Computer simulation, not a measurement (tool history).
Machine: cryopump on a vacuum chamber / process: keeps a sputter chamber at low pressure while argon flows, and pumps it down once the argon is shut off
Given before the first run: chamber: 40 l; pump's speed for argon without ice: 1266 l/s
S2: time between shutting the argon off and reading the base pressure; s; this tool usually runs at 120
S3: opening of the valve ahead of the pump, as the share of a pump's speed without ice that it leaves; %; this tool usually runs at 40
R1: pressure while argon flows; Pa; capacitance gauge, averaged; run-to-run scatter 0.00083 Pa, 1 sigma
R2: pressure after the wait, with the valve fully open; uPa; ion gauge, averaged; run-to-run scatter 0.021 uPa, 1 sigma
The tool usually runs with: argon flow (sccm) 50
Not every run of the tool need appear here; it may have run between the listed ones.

run 1 day=0 | argon_flow_(sccm)=50 S2=120 S3=40 | R1=0.1694 R2=0.85
run 2 day=3.225 | argon_flow_(sccm)=50 S2=120 S3=40 | R1=0.1717 R2=0.93
run 3 day=6.875 | argon_flow_(sccm)=50 S2=120 S3=40 | R1=0.1789 R2=0.97
run 4 day=9.446 | argon_flow_(sccm)=50 S2=120 S3=40 | R1=0.182 R2=1.03
run 5 day=13.042 | argon_flow_(sccm)=50 S2=134 S3=40 | R1=0.1877 R2=1.1
run 6 day=16.371 | argon_flow_(sccm)=50 S2=134 S3=40 | R1=0.1941 R2=1.16
run 7 day=20.279 | argon_flow_(sccm)=50 S2=120 S3=40 | R1=0.2022 R2=1.28
-- day=22.362 pump warmed up, emptied and cooled again
run 8 day=24.733 | argon_flow_(sccm)=50 S2=120 S3=40 | R1=0.1725 R2=0.96
run 9 day=28.133 | argon_flow_(sccm)=50 S2=120 S3=24 | R1=0.2887 R2=1.06
run 10 day=30.983 | argon_flow_(sccm)=50 S2=120 S3=24 | R1=0.2909 R2=1.08
run 11 day=34.75 | argon_flow_(sccm)=50 S2=120 S3=24 | R1=0.2992 R2=1.24
run 12 day=37.758 | argon_flow_(sccm)=50 S2=31 S3=21 | R1=0.3452 R2=1.87
run 13 day=40.246 | argon_flow_(sccm)=81 S2=81 S3=17 | R1=0.6883 R2=1.47
run 14 day=44.017 | argon_flow_(sccm)=81 S2=25 S3=17 | R1=0.7018 R2=2.28
-- day=44.908 pump warmed up, emptied and cooled again
run 15 day=47.679 | argon_flow_(sccm)=81 S2=25 S3=17 | R1=0.6421 R2=1.89
run 16 day=51.308 | argon_flow_(sccm)=53 S2=72 S3=27 | R1=0.2708 R2=1.31

Run 17 comes next. What will it give?
run 17 day=55.296 | argon_flow_(sccm)=53 S2=72 S3=27 | R1=? R2=?

{"run 17": {"R1": 0.2795, "R2": 1.41}}
Had the tool carried no hidden state, the very same run would have given R1 0.2622 Pa, R2 0.59 uPa.

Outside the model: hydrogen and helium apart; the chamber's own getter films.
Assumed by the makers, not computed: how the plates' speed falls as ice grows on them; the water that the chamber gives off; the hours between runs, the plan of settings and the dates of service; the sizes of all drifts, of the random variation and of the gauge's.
